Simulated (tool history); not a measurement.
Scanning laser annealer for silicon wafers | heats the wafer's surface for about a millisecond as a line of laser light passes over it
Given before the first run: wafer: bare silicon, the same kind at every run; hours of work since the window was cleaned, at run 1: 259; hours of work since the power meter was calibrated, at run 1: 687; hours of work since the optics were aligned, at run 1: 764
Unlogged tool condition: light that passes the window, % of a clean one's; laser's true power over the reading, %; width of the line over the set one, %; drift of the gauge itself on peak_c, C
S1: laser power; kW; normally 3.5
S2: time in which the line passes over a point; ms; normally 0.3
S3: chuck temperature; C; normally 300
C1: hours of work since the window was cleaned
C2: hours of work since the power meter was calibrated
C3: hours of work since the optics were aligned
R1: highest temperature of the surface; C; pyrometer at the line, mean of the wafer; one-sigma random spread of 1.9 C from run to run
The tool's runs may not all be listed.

{"run": 1, "hour": 0.0, "S1": 3.5, "S2": 0.3, "S3": 300, "C1": 259, "C2": 687, "C3": 764, "R1": 1091}
{"run": 2, "hour": 10.2, "S1": 3.5, "S2": 0.3, "S3": 300, "C1": 267, "C2": 695, "C3": 772, "R1": 1094}
{"run": 3, "hour": 23.6, "S1": 3.5, "S2": 0.3, "S3": 300, "C1": 278, "C2": 706, "C3": 783, "R1": 1095}
{"run": 4, "hour": 33.0, "S1": 3.5, "S2": 0.3, "S3": 300, "C1": 285, "C2": 713, "C3": 790, "R1": 1094}
{"run": 5, "hour": 52.3, "S1": 3.381, "S2": 0.3, "S3": 300, "C1": 300, "C2": 728, "C3": 805, "R1": 1060}
{"run": 6, "hour": 63.8, "S1": 3.381, "S2": 0.3, "S3": 329, "C1": 309, "C2": 737, "C3": 814, "R1": 1092}
{"hour": 68.6, "done": "laser's power meter calibrated"}
{"run": 7, "hour": 83.2, "S1": 3.381, "S2": 0.3, "S3": 329, "C1": 322, "C2": 11, "C3": 827, "R1": 1086}
{"run": 8, "hour": 104.2, "S1": 3.381, "S2": 0.3, "S3": 329, "C1": 339, "C2": 28, "C3": 844, "R1": 1086}
{"run": 9, "hour": 114.6, "S1": 3.5, "S2": 0.3, "S3": 278, "C1": 347, "C2": 36, "C3": 852, "R1": 1064}
{"run": 10, "hour": 127.1, "S1": 3.5, "S2": 0.3, "S3": 278, "C1": 357, "C2": 46, "C3": 862, "R1": 1058}
{"run": 11, "hour": 149.6, "S1": 3.319, "S2": 0.334, "S3": 317, "C1": 374, "C2": 64, "C3": 879, "R1": 1090}
{"hour": 167.3, "done": "laser's power meter calibrated, once more"}
{"run": 12, "hour": 173.8, "S1": 3.319, "S2": 0.334, "S3": 317, "C1": 391, "C2": 5, "C3": 896, "R1": 1100}
{"run": 13, "hour": 193.9, "S1": 3.319, "S2": 0.334, "S3": 317, "C1": 407, "C2": 21, "C3": 912, "R1": 1100}
{"run": 14, "hour": 207.5, "S1": 3.319, "S2": 0.334, "S3": 317, "C1": 418, "C2": 32, "C3": 923, "R1": 1102}
{"run": 15, "hour": 229.5, "S1": 3.5, "S2": 0.239, "S3": 263, "C1": 435, "C2": 49, "C3": 940, "R1": 978}
{"run": 16, "hour": 242.4, "S1": 3.5, "S2": 0.239, "S3": 291, "C1": 445, "C2": 59, "C3": 950, "R1": 1000}
{"run": 17, "hour": 253.8, "S1": 3.83, "S2": 0.361, "S3": 291, "C1": 454, "C2": 68, "C3": 959, "R1": 1237}
{"run": 18, "hour": 268.1, "S1": 3.039, "S2": 0.249, "S3": 300, "C1": 465, "C2": 79, "C3": 970, "R1": 919}
{"run": 19, "hour": 282.0, "S1": 3.777, "S2": 0.249, "S3": 295, "C1": 476, "C2": 90, "C3": 981, "R1": 1077}
{"run": 20, "hour": 298.1, "S1": 3.777, "S2": 0.249, "S3": 295, "C1": 489, "C2": 103, "C3": 994, "R1": 1073}

Had the tool no unlogged condition, and each run kept its random variation, what would the results have been?
run=1 R1=1118
run=2 R1=1121
run=3 R1=1123
run=4 R1=1123
run=5 R1=1088
run=6 R1=1121
run=7 R1=1119
run=8 R1=1120
run=9 R1=1099
run=10 R1=1094
run=11 R1=1127
run=12 R1=1129
run=13 R1=1130
run=14 R1=1132
run=15 R1=1007
run=16 R1=1029
run=17 R1=1276
run=18 R1=945
run=19 R1=1111
run=20 R1=1108

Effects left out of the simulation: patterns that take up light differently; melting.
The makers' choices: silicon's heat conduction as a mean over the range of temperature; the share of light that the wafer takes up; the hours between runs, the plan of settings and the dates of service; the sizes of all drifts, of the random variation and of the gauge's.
